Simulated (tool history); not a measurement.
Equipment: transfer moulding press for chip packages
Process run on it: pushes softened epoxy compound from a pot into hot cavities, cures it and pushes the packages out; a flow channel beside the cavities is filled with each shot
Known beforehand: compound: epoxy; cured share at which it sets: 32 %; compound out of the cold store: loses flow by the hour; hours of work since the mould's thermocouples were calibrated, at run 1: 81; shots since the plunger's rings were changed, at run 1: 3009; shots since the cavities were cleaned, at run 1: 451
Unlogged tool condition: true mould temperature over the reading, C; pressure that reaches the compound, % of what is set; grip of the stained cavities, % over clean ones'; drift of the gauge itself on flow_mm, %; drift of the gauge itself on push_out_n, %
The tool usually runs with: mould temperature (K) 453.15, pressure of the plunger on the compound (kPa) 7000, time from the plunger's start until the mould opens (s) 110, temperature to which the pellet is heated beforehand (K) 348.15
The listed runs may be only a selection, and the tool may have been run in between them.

run   hour  mould temperature (K)  pressure of the plunger on the compound (kPa)  time from the plunger's start until the mould opens (s)  temperature to which the pellet is heated beforehand (K)  hours of work since the mould's thermocouples were calibrated  shots since the plunger's rings were changed  shots since the cavities were cleaned  incoming compound's hours out of the cold store  length that the compound runs in the flow channel (mm)  greatest force on the pins that push the packages out (N)
  1    0.0                 453.15                                           7000                                                      110                                                    348.15                                                             81                                          3009                                    451                                             10.6                                                     901                                                        435
  2    7.6                 453.15                                           7000                                                      110                                                    356.15                                                             86                                          3094                                    536                                             18.3                                                     867                                                        402
  3   16.1                 453.15                                           7000                                                      131                                                    356.15                                                             92                                          3189                                    631                                             11.8                                                     889                                                        361
  4   23.3                 453.15                                           7000                                                      131                                                    356.15                                                             96                                          3270                                    712                                             21.4                                                     853                                                        359
      28.7  -- cavities cleaned with cleaning compound and waxed
  5   33.2                 453.15                                           7000                                                      114                                                    356.15                                                            102                                          3364                                     50                                             31.8                                                     811                                                        400
  6   39.9                 453.15                                           7000                                                      114                                                    356.15                                                            106                                          3439                                    125                                             25.2                                                     824                                                        395
  7   45.1                 453.15                                           7000                                                      110                                                    348.15                                                            110                                          3496                                    182                                             35.5                                                     784                                                        409
  8   54.1                 453.15                                           7000                                                      110                                                    348.15                                                            115                                          3597                                    283                                             31.5                                                     806                                                        429
  9   61.6                 453.15                                           7000                                                      110                                                    348.15                                                            120                                          3681                                    367                                             37.6                                                     777                                                        423
 10   68.6                 453.15                                           7000                                                      110                                                    348.15                                                            125                                          3759                                    445                                             30.9                                                     810                                                        421
 11   77.2                 453.15                                           7000                                                      110                                                    348.15                                                            131                                          3856                                    542                                             42.2                                                     761                                                        426
 12   83.0                 453.15                                           7000                                                      110                                                    348.15                                                            134                                          3921                                    607                                             39.2                                                     775                                                        410
 13   87.6                 453.15                                           7000                                                      110                                                    348.15                                                            137                                          3972                                    658                                             46.3                                                     751                                                        407
      98.3  -- cavities cleaned with cleaning compound and waxed
 14   98.3                 453.15                                           7000                                                      110                                                    348.15                                                            143                                          4075                                      0                                             36.3                                                     786                                                        417
 15  105.8                 453.15                                           7000                                                      110                                                    348.15                                                            148                                          4159                                     84                                             31.9                                                     788                                                        389
 16  111.0                 448.15                                           8300                                                      129                                                    347.15                                                            152                                          4217                                    142                                             28.4                                                     903                                                        416
 17  116.0                 456.15                                           6810                                                      114                                                    348.15                                                            155                                          4272                                    197                                             37.0                                                     764                                                        354
 18  120.9                 448.15                                           6810                                                      139                                                    342.15                                                            158                                          4327                                    252                                             37.8                                                     782                                                        367
 19  127.8                 448.15                                           6810                                                      139                                                    342.15                                                            163                                          4405                                    330                                             37.5                                                     792                                                        386
 20  136.5                 448.15                                           6810                                                      139                                                    342.15                                                            168                                          4503                                    428                                             47.2                                                     736                                                        387
 21  142.9                 448.15                                           6810                                                      139                                                    342.15                                                            173                                          4573                                    498                                              8.4                                                     915                                                        408
 22  147.7                 447.15                                           6950                                                      117                                                    342.15                                                            176                                          4627                                    552                                             46.9                                                     753                                                        509
 23  152.1                 447.15                                           6950                                                      117                                                    342.15                                                            179                                          4677                                    602                                             46.8                                                     757                                                        513
 24  156.1                 447.15                                           7960                                                      119                                                    352.15                                                            181                                          4721                                    646                                             30.4                                                     888                                                        514
 25  161.0                 459.15                                           7660                                                      141                                                    352.15                                                            184                                          4776                                    701                                             16.7                                                     886                                                        322
 26  165.7                 445.15                                           7000                                                      110                                                    354.15                                                            188                                          4828                                    753                                             45.3                                                     777                                                        662
     168.0  -- cavities cleaned with cleaning compound and waxed
 27  174.7                 454.15                                           7000                                                      110                                                    354.15                                                            192                                          4912                                     74                                             44.1                                                     756                                                        374
 28  183.0                 453.15                                           7000                                                       99                                                    348.15                                                            198                                          5005                                    167                                             17.0                                                     856                                                        522
 29  192.0                 447.15                                           7000                                                       99                                                    348.15                                                            204                                          5106                                    268                                             41.8                                                     778                                                        706
 30  198.8                 450.15                                           7820                                                       95                                                    343.15                                                            208                                          5182                                    344                                             39.9                                                     817                                                        653

Across each entry between runs, compare the hidden state at the last listed run before it with the hidden state at the first listed run after it:
In the gap between runs 4 and 5: cavities cleaned with cleaning compound and waxed (hour 28.7)
  pressure that reaches the compound, % of what is set: 99.88 -> 99.87; grip of the stained cavities, % over clean ones': 1.8 -> 0.3
  difference, measured minus the result without the unlogged condition, greatest force on the pins that push the packages out (N): +7 -> +1
In the gap between runs 13 and 14: cavities cleaned with cleaning compound and waxed (hour 98.3)
  true mould temperature over the reading, C: 0 -> 0.01; grip of the stained cavities, % over clean ones': 1.7 -> 0
  difference, measured minus the result without the unlogged condition, greatest force on the pins that push the packages out (N): +6 -> +0
In the gap between runs 26 and 27: cavities cleaned with cleaning compound and waxed (hour 168.0)
  grip of the stained cavities, % over clean ones': 1.8 -> 0.4
  difference, measured minus the result without the unlogged condition, greatest force on the pins that push the packages out (N): +12 -> +2
